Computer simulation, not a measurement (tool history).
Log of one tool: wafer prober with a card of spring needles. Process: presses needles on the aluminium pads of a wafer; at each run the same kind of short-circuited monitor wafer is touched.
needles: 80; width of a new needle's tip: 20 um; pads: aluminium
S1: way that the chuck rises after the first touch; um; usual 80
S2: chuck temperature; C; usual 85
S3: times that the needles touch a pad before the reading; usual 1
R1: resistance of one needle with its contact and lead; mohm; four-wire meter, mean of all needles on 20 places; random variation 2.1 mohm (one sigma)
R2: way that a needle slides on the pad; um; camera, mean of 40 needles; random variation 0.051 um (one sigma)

{"run": 1, "hour": 0.0, "S1": 80, "S2": 85, "S3": 1, "R1": 235, "R2": 13.33}
{"run": 2, "hour": 7.3, "S1": 80, "S2": 85, "S3": 1, "R1": 257, "R2": 13.38}
{"run": 3, "hour": 11.5, "S1": 80, "S2": 85, "S3": 1, "R1": 265, "R2": 13.4}
{"run": 4, "hour": 17.6, "S1": 80, "S2": 85, "S3": 1, "R1": 264, "R2": 13.36}
{"run": 5, "hour": 25.5, "S1": 80, "S2": 85, "S3": 1, "R1": 266, "R2": 13.3}
{"hour": 31.6, "done": "tips cleaned on abrasive film"}
{"run": 6, "hour": 32.3, "S1": 80, "S2": 85, "S3": 1, "R1": 239, "R2": 13.2}
{"run": 7, "hour": 37.6, "S1": 80, "S2": 85, "S3": 1, "R1": 256, "R2": 13.34}
{"run": 8, "hour": 42.4, "S1": 80, "S2": 85, "S3": 1, "R1": 264, "R2": 13.32}
{"run": 9, "hour": 49.1, "S1": 80, "S2": 110, "S3": 1, "R1": 269, "R2": 13.28}
{"run": 10, "hour": 56.0, "S1": 80, "S2": 85, "S3": 1, "R1": 270, "R2": 13.36}
{"hour": 63.4, "done": "tips cleaned on abrasive film"}
{"run": 11, "hour": 63.5, "S1": 80, "S2": 85, "S3": 1, "R1": 237, "R2": 13.31}
{"run": 12, "hour": 68.2, "S1": 80, "S2": 85, "S3": 1, "R1": 249, "R2": 13.24}
{"run": 13, "hour": 76.0, "S1": 80, "S2": 85, "S3": 1, "R1": 263, "R2": 13.29}
{"run": 14, "hour": 82.9, "S1": 80, "S2": 98, "S3": 1, "R1": 269, "R2": 13.25}
{"run": 15, "hour": 86.9, "S1": 80, "S2": 98, "S3": 1, "R1": 269, "R2": 13.4}
{"run": 16, "hour": 92.8, "S1": 80, "S2": 85, "S3": 1, "R1": 268, "R2": 13.27}
{"hour": 95.2, "done": "tips cleaned on abrasive film"}
{"run": 17, "hour": 100.6, "S1": 80, "S2": 85, "S3": 1, "R1": 250, "R2": 13.3}
{"run": 18, "hour": 105.6, "S1": 80, "S2": 85, "S3": 2, "R1": 250, "R2": 13.26}

The next listed run, before its measurement:
{"run": 19, "hour": 111.7, "S1": 83, "S2": 31, "S3": 1, "R1": "?", "R2": "?"}

Run 19 gave R1 253 mohm, R2 13.78 um.
Without the tool's hidden state the same run would have given R1 218 mohm, R2 13.95 um.
